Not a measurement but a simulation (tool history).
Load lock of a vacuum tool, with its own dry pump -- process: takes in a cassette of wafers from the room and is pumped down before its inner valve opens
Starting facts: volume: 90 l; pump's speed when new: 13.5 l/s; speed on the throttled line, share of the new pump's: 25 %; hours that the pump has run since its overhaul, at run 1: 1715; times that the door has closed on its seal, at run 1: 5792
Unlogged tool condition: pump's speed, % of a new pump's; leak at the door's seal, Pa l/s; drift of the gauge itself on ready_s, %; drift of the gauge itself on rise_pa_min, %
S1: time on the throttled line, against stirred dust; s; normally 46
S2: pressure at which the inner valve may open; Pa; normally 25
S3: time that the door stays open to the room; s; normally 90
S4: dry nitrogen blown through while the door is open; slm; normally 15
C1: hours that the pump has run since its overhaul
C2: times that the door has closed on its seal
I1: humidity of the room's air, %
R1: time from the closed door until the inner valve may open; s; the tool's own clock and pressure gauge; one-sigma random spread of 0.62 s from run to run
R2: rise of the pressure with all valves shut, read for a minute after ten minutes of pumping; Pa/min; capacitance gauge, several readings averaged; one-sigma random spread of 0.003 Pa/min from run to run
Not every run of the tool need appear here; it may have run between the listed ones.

{"run": 1, "hour": 0.0, "S1": 46, "S2": 25, "S3": 90, "S4": 15, "C1": 1715, "C2": 5792, "I1": 42.1, "R1": 90.6, "R2": 0.029}
{"run": 2, "hour": 57.2, "S1": 46, "S2": 25, "S3": 90, "S4": 15, "C1": 1772, "C2": 5985, "I1": 44.3, "R1": 90.4, "R2": 0.03}
{"run": 3, "hour": 114.7, "S1": 46, "S2": 25, "S3": 70, "S4": 15, "C1": 1830, "C2": 6179, "I1": 45.8, "R1": 90.9, "R2": 0.026}
{"run": 4, "hour": 195.5, "S1": 46, "S2": 25, "S3": 70, "S4": 15, "C1": 1911, "C2": 6452, "I1": 43.2, "R1": 89.9, "R2": 0.031}
{"run": 5, "hour": 278.5, "S1": 46, "S2": 25, "S3": 70, "S4": 15, "C1": 1994, "C2": 6732, "I1": 45.6, "R1": 89.8, "R2": 0.029}
{"run": 6, "hour": 367.7, "S1": 46, "S2": 25, "S3": 129, "S4": 15, "C1": 2083, "C2": 7034, "I1": 41.6, "R1": 90, "R2": 0.031}
{"run": 7, "hour": 416.2, "S1": 46, "S2": 25, "S3": 129, "S4": 15, "C1": 2131, "C2": 7198, "I1": 46, "R1": 89.1, "R2": 0.035}
{"run": 8, "hour": 507.4, "S1": 46, "S2": 25, "S3": 129, "S4": 15, "C1": 2223, "C2": 7505, "I1": 43.3, "R1": 90.5, "R2": 0.033}
{"run": 9, "hour": 560.3, "S1": 46, "S2": 25, "S3": 129, "S4": 15, "C1": 2276, "C2": 7684, "I1": 39.1, "R1": 90.7, "R2": 0.03}
{"run": 10, "hour": 649.9, "S1": 46, "S2": 25, "S3": 129, "S4": 15, "C1": 2365, "C2": 7987, "I1": 44.1, "R1": 90.1, "R2": 0.033}
{"run": 11, "hour": 698.2, "S1": 46, "S2": 25, "S3": 129, "S4": 15, "C1": 2413, "C2": 8150, "I1": 44, "R1": 90.4, "R2": 0.038}
{"run": 12, "hour": 761.5, "S1": 46, "S2": 25, "S3": 129, "S4": 15, "C1": 2477, "C2": 8363, "I1": 44.2, "R1": 89.4, "R2": 0.033}
{"run": 13, "hour": 851.4, "S1": 47, "S2": 25, "S3": 90, "S4": 15, "C1": 2567, "C2": 8667, "I1": 49.9, "R1": 91.2, "R2": 0.035}
{"run": 14, "hour": 922.1, "S1": 47, "S2": 25, "S3": 90, "S4": 15, "C1": 2637, "C2": 8906, "I1": 44.5, "R1": 90.2, "R2": 0.031}
{"run": 15, "hour": 1005.9, "S1": 47, "S2": 25, "S3": 90, "S4": 15, "C1": 2721, "C2": 9189, "I1": 41.9, "R1": 91.6, "R2": 0.026}
{"run": 16, "hour": 1070.8, "S1": 46, "S2": 33, "S3": 90, "S4": 15, "C1": 2786, "C2": 9408, "I1": 43.2, "R1": 88.2, "R2": 0.03}
{"run": 17, "hour": 1124.3, "S1": 46, "S2": 33, "S3": 90, "S4": 15, "C1": 2840, "C2": 9589, "I1": 43.2, "R1": 87.7, "R2": 0.029}
{"run": 18, "hour": 1172.4, "S1": 46, "S2": 25, "S3": 90, "S4": 9, "C1": 2888, "C2": 9751, "I1": 44.8, "R1": 90.3, "R2": 0.035}
{"run": 19, "hour": 1230.7, "S1": 46, "S2": 20, "S3": 90, "S4": 5, "C1": 2946, "C2": 9948, "I1": 51.8, "R1": 90.7, "R2": 0.049}
{"run": 20, "hour": 1303.2, "S1": 42, "S2": 25, "S3": 90, "S4": 40, "C1": 3018, "C2": 10193, "I1": 44.8, "R1": 87.9, "R2": 0.024}
{"run": 21, "hour": 1360.2, "S1": 42, "S2": 25, "S3": 90, "S4": 40, "C1": 3075, "C2": 10385, "I1": 46.2, "R1": 86, "R2": 0.016}
{"run": 22, "hour": 1421.4, "S1": 42, "S2": 25, "S3": 90, "S4": 40, "C1": 3137, "C2": 10592, "I1": 47.2, "R1": 88, "R2": 0.023}
{"run": 23, "hour": 1468.7, "S1": 42, "S2": 24, "S3": 210, "S4": 33, "C1": 3184, "C2": 10752, "I1": 47.9, "R1": 88, "R2": 0.029}
{"run": 24, "hour": 1522.1, "S1": 35, "S2": 29, "S3": 90, "S4": 15, "C1": 3237, "C2": 10932, "I1": 42.3, "R1": 81.1, "R2": 0.03}
{"run": 25, "hour": 1576.0, "S1": 24, "S2": 25, "S3": 176, "S4": 15, "C1": 3291, "C2": 11114, "I1": 44.5, "R1": 73.7, "R2": 0.035}
{"run": 26, "hour": 1635.3, "S1": 46, "S2": 25, "S3": 152, "S4": 15, "C1": 3351, "C2": 11314, "I1": 43.8, "R1": 90.4, "R2": 0.035}
{"run": 27, "hour": 1714.2, "S1": 46, "S2": 33, "S3": 90, "S4": 9, "C1": 3429, "C2": 11581, "I1": 44.9, "R1": 88.3, "R2": 0.03}
{"run": 28, "hour": 1796.8, "S1": 47, "S2": 25, "S3": 39, "S4": 13, "C1": 3512, "C2": 11860, "I1": 45.3, "R1": 91.8, "R2": 0.025}
{"run": 29, "hour": 1854.4, "S1": 47, "S2": 25, "S3": 39, "S4": 13, "C1": 3570, "C2": 12054, "I1": 43.5, "R1": 91.7, "R2": 0.022}
{"run": 30, "hour": 1913.0, "S1": 47, "S2": 25, "S3": 39, "S4": 13, "C1": 3628, "C2": 12252, "I1": 43.4, "R1": 90.5, "R2": 0.026}
{"run": 31, "hour": 1960.0, "S1": 71, "S2": 36, "S3": 28, "S4": 13, "C1": 3675, "C2": 12411, "I1": 42, "R1": 105.9, "R2": 0.026}
{"run": 32, "hour": 2043.9, "S1": 53, "S2": 25, "S3": 28, "S4": 4, "C1": 3759, "C2": 12694, "I1": 43.5, "R1": 95.2, "R2": 0.03}
{"run": 33, "hour": 2103.1, "S1": 46, "S2": 24, "S3": 90, "S4": 12, "C1": 3818, "C2": 12894, "I1": 49.9, "R1": 90.9, "R2": 0.036}
{"run": 34, "hour": 2188.5, "S1": 46, "S2": 24, "S3": 90, "S4": 12, "C1": 3904, "C2": 13182, "I1": 43.1, "R1": 90.1, "R2": 0.03}
{"run": 35, "hour": 2263.4, "S1": 46, "S2": 24, "S3": 90, "S4": 12, "C1": 3979, "C2": 13435, "I1": 43.6, "R1": 90.5, "R2": 0.034}

What if the next run were any one of these 4? Each begins from the tool's condition after run 35:
{"run": "A", "hour": 2334.8, "S1": 46, "S2": 25, "S3": 97, "S4": 9, "C1": 4050, "C2": 13677, "I1": 44.1, "R1": "?", "R2": "?"}
{"run": "B", "hour": 2334.8, "S1": 86, "S2": 24, "S3": 90, "S4": 12, "C1": 4050, "C2": 13677, "I1": 48, "R1": "?", "R2": "?"}
{"run": "C", "hour": 2334.8, "S1": 46, "S2": 24, "S3": 116, "S4": 9, "C1": 4050, "C2": 13677, "I1": 46.6, "R1": "?", "R2": "?"}
{"run": "D", "hour": 2334.8, "S1": 46, "S2": 28, "S3": 90, "S4": 20, "C1": 4050, "C2": 13677, "I1": 46.7, "R1": "?", "R2": "?"}

run=A R1=89.3 R2=0.035
run=B R1=120.2 R2=0.041
run=C R1=89.9 R2=0.042
run=D R1=89.7 R2=0.029
Take away the tool's hidden state, keep each run's random variation, and the runs would have read:
run=A R1=89.3 R2=0.035
run=B R1=120.2 R2=0.041
run=C R1=89.8 R2=0.042
run=D R1=89.7 R2=0.029
